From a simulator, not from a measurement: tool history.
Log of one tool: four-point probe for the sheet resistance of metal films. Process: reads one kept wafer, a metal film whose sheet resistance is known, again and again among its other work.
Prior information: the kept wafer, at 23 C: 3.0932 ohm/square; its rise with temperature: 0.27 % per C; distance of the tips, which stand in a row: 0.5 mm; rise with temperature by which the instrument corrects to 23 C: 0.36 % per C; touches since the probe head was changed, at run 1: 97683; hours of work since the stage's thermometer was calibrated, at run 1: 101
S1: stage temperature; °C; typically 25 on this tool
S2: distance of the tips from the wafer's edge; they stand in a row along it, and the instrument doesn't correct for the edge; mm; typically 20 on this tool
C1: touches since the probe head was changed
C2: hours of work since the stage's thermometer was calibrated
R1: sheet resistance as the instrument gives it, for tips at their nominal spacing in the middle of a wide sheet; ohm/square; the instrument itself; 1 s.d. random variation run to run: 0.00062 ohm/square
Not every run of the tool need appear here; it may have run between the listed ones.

run 1 hour=0 | S1=25 S2=20 | C1=97683 C2=101 | R1=3.10254
run 2 hour=16.1 | S1=25 S2=20 | C1=98400 C2=109 | R1=3.102066
run 3 hour=35.5 | S1=22 S2=20 | C1=99263 C2=120 | R1=3.110501
run 4 hour=47.1 | S1=23 S2=20 | C1=99780 C2=126 | R1=3.108179
run 5 hour=63.8 | S1=23 S2=20 | C1=100525 C2=135 | R1=3.108118
run 6 hour=77.3 | S1=23 S2=20 | C1=101127 C2=143 | R1=3.109114
run 7 hour=92.4 | S1=23 S2=20 | C1=101802 C2=151 | R1=3.108381
run 8 hour=104.9 | S1=23 S2=20 | C1=102359 C2=158 | R1=3.109566
run 9 hour=118.1 | S1=25 S2=20 | C1=102946 C2=165 | R1=3.102806
run 10 hour=137.6 | S1=25 S2=20 | C1=103814 C2=175 | R1=3.104583
run 11 hour=150.4 | S1=23 S2=20 | C1=104386 C2=182 | R1=3.109636
-- hour=158.5 new probe head fitted
run 12 hour=163.7 | S1=23 S2=20 | C1=230 C2=189 | R1=3.105461
run 13 hour=178.5 | S1=21 S2=58 | C1=889 C2=197 | R1=3.111983
run 14 hour=192.6 | S1=21 S2=15 | C1=1516 C2=205 | R1=3.113871
run 15 hour=202 | S1=26 S2=5 | C1=1935 C2=210 | R1=3.114455
run 16 hour=217.3 | S1=23 S2=20 | C1=2621 C2=218 | R1=3.107736
run 17 hour=232.8 | S1=35 S2=20 | C1=3307 C2=226 | R1=3.075269
run 18 hour=247.7 | S1=31 S2=30 | C1=3972 C2=235 | R1=3.084493
run 19 hour=260.2 | S1=21 S2=71 | C1=4529 C2=241 | R1=3.110456
run 20 hour=270.6 | S1=30 S2=34 | C1=4992 C2=247 | R1=3.087305
run 21 hour=286.5 | S1=31 S2=63 | C1=5702 C2=256 | R1=3.083798

Alternative continuations, all from the tool just after run 21; predict every row:
run A hour=300.7 | S1=24 S2=24 | C1=6334 C2=263 | R1=?
run B hour=300.7 | S1=30 S2=10 | C1=6334 C2=263 | R1=?
run C hour=300.7 | S1=23 S2=15 | C1=6334 C2=263 | R1=?
run D hour=300.7 | S1=29 S2=15 | C1=6334 C2=263 | R1=?

run=A R1=3.103654
run=B R1=3.091847
run=C R1=3.108525
run=D R1=3.091773
The same runs, with their run-to-run variation unchanged, on a tool lacking any hidden condition would have given:
run=A R1=3.090196
run=B R1=3.07846
run=C R1=3.095043
run=D R1=3.078383
